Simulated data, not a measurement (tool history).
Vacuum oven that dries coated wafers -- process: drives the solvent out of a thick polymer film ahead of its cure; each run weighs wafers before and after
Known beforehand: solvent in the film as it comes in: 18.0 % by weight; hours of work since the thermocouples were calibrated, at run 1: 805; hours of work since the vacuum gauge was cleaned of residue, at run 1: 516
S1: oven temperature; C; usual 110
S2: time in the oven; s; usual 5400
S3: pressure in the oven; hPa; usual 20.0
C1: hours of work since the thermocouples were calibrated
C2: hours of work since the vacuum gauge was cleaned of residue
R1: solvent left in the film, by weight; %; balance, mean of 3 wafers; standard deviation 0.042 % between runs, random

| run | hour | S1 | S2 | S3 | C1 | C2 | R1 |
|---|---|---|---|---|---|---|---|
| 1 | 0.0 | 110 | 5400 | 20.0 | 805 | 516 | 1.20 |
| 2 | 14.7 | 110 | 2820 | 20.0 | 815 | 526 | 3.40 |
| 3 | 31.5 | 110 | 2820 | 20.0 | 826 | 537 | 3.43 |
| 4 | 40.4 | 109 | 5400 | 20.0 | 833 | 543 | 1.41 |
| 5 | 54.9 | 109 | 5400 | 20.0 | 842 | 553 | 1.33 |
| 6 | 67.6 | 109 | 5400 | 20.0 | 851 | 562 | 1.36 |
| 7 | 75.9 | 110 | 5400 | 20.0 | 857 | 568 | 1.22 |
| 8 | 92.1 | 110 | 5400 | 20.0 | 868 | 579 | 1.29 |
| 9 | 108.8 | 110 | 5400 | 20.0 | 880 | 590 | 1.18 |
| 10 | 118.3 | 110 | 5400 | 20.0 | 886 | 597 | 1.14 |
| 11 | 137.7 | 123 | 5400 | 20.0 | 899 | 610 | 0.29 |
| 12 | 153.3 | 115 | 5400 | 21.3 | 910 | 621 | 0.77 |
| 13 | 166.4 | 101 | 5400 | 32.6 | 919 | 630 | 3.45 |
| 14 | 174.6 | 101 | 5400 | 15.6 | 925 | 636 | 3.25 |
| 15 | 192.9 | 104 | 2940 | 20.0 | 937 | 648 | 5.10 |
| 16 | 202.6 | 120 | 9120 | 14.1 | 944 | 655 | 0.21 |
| 17 | 222.1 | 101 | 3060 | 12.3 | 957 | 668 | 5.92 |
| 18 | 237.2 | 122 | 3060 | 12.3 | 968 | 679 | 0.64 |
| 19 | 246.8 | 122 | 3060 | 12.3 | 974 | 685 | 0.66 |
| 20 | 254.9 | 122 | 3060 | 12.3 | 980 | 691 | 0.67 |

3 options for the next run, each taken on its own from the tool as it stands now. Forecast them:
| A | 264.3 | 100 | 4200 | 10.4 | 986 | 697 | ? |
| B | 264.3 | 110 | 3960 | 53.7 | 986 | 697 | ? |
| C | 264.3 | 95 | 3060 | 12.3 | 986 | 697 | ? |

| run | R1 |
|---|---|
| A | 4.51 |
| B | 2.78 |
| C | 8.16 |
Without the tool's unlogged condition, the same runs would have read:
| run | R1 |
|---|---|
| A | 4.49 |
| B | 2.76 |
| C | 8.14 |

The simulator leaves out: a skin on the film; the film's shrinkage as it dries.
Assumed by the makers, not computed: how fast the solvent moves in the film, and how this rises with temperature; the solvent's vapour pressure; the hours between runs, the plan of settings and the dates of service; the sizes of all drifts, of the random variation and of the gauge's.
